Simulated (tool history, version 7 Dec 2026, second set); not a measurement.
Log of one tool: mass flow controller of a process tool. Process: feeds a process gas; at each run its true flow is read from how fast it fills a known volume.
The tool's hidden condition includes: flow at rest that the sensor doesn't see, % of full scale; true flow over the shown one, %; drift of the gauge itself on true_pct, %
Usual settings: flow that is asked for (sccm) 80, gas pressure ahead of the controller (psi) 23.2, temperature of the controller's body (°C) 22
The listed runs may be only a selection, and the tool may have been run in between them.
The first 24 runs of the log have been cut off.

run    hour  flow that is asked for (sccm)  gas pressure ahead of the controller (psi)  temperature of the controller's body (°C)  hours of work since the controller was set to zero  hours of work since the controller was changed  true flow (%)
 25  1752.4                             80                                        25.4                                         22                                                3885                                            3885         101.42
 26  1797.5                             99                                        26.4                                         32                                                3918                                            3918         100.73
 27  1875.8                             13                                        28.3                                         34                                                3975                                            3975         104.60
 28  1969.9                             13                                        28.3                                         34                                                4045                                            4045         104.74
     1976.5  -- controller's zero set anew
 29  2030.7                             30                                        23.2                                         30                                                  40                                            4089         103.23
 30  2119.3                             30                                        22.8                                         36                                                 105                                            4155         103.04
 31  2211.9                             30                                        23.9                                         30                                                 173                                            4223         103.24
 32  2302.5                             30                                        23.9                                         30                                                 240                                            4290         103.44
 33  2373.1                             30                                        23.9                                         22                                                 292                                            4342         104.01
     2405.7  -- controller's zero set anew, once more
 34  2449.8                             47                                        32.5                                         37                                                  32                                            4398          99.22
 35  2500.1                             47                                        32.5                                         37                                                  70                                            4435          99.03
 36  2594.2                             80                                        33.6                                         38                                                 139                                            4504          99.53
 37  2664.9                             63                                        23.2                                         22                                                 191                                            4556         100.41
 38  2751.6                             63                                        23.2                                         22                                                 255                                            4620         100.48
 39  2843.6                             63                                        23.2                                         22                                                 323                                            4688         100.49
 40  2945.0                             58                                        24.2                                         22                                                 397                                            4763         100.39
 41  2991.9                             61                                        24.2                                         22                                                 432                                            4797         100.49
 42  3067.6                             50                                        29.0                                         40                                                 488                                            4853          98.96
 43  3111.9                             50                                        20.7                                         21                                                 520                                            4886         100.42
 44  3167.2                             50                                        20.7                                         21                                                 561                                            4926         100.43
 45  3270.6                             68                                        23.2                                         22                                                 637                                            5003         100.62
 46  3342.3                             66                                        37.6                                         22                                                 690                                            5056         100.69
 47  3389.2                             66                                        37.6                                         22                                                 725                                            5090         100.78

Below are 4 alternative next runs, each starting from the tool's condition after run 47. Predict each:
  A  3471.5                             17                                        26.3                                         20                                                 785                                            5151              ?
  B  3471.5                             56                                        32.1                                         33                                                 785                                            5151              ?
  C  3471.5                             13                                        23.1                                         22                                                 785                                            5151              ?
  D  3471.5                             84                                        31.5                                         32                                                 785                                            5151              ?

run  true flow (%)
  A         101.06
  B          99.77
  C         100.92
  D         100.05
Take away the tool's hidden state, keep each run's random variation, and the runs would have read:
run  true flow (%)
  A          99.50
  B          98.83
  C          99.09
  D          99.21
